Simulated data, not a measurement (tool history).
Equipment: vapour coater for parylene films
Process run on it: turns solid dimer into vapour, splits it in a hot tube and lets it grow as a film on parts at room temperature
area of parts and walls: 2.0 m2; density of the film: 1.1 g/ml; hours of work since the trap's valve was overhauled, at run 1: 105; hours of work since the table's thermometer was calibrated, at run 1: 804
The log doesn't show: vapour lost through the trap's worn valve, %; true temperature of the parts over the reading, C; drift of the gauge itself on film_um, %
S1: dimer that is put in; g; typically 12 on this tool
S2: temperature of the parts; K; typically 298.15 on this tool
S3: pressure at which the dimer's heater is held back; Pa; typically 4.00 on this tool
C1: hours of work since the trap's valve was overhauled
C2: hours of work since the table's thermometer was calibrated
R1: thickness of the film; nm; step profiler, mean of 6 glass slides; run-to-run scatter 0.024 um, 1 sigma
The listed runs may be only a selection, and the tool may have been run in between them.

run,hour,S1,S2,S3,C1,C2,R1
1,0.0,12,298.15,4.00,105,804,2670
2,27.6,12,298.15,4.00,122,822,2690
3,66.5,12,298.15,4.00,147,846,2630
4,105.7,13,298.15,4.00,172,871,2880
5,143.4,13,298.15,4.00,195,895,2850
6,168.4,13,298.15,4.00,211,911,2830
7,197.9,13,298.15,4.00,230,929,2840
8,232.8,12,307.15,4.00,252,951,1680
9,250.5,21,307.15,4.00,263,963,2990
10,273.2,21,307.15,4.00,277,977,3000
11,298.7,9,294.15,11.38,294,993,2140
12,336.7,6,291.15,9.11,318,1017,1650
13,378.2,21,291.15,5.61,344,1043,5980
14,399.4,11,294.15,10.14,357,1057,2590
15,428.5,11,296.15,7.35,376,1075,2440
16,467.1,7,299.15,2.22,400,1099,1490
17,487.6,8,301.15,2.22,413,1112,1560
18,514.1,8,301.15,2.22,430,1129,1580
19,536.1,5,291.15,9.23,443,1143,1370

Here are 5 independent what-if runs from the current tool condition. What would each one return?
A,556.5,5,302.15,9.23,456,1156,?
B,556.5,18,295.15,3.87,456,1156,?
C,556.5,12,310.15,6.94,456,1156,?
D,556.5,12,293.15,4.00,456,1156,?
E,556.5,5,306.15,2.12,456,1156,?

run,R1
A,780
B,4360
C,1370
D,3220
E,760
Without the tool's unlogged condition, the same runs would have read:
run,R1
A,850
B,4770
C,1500
D,3520
E,830
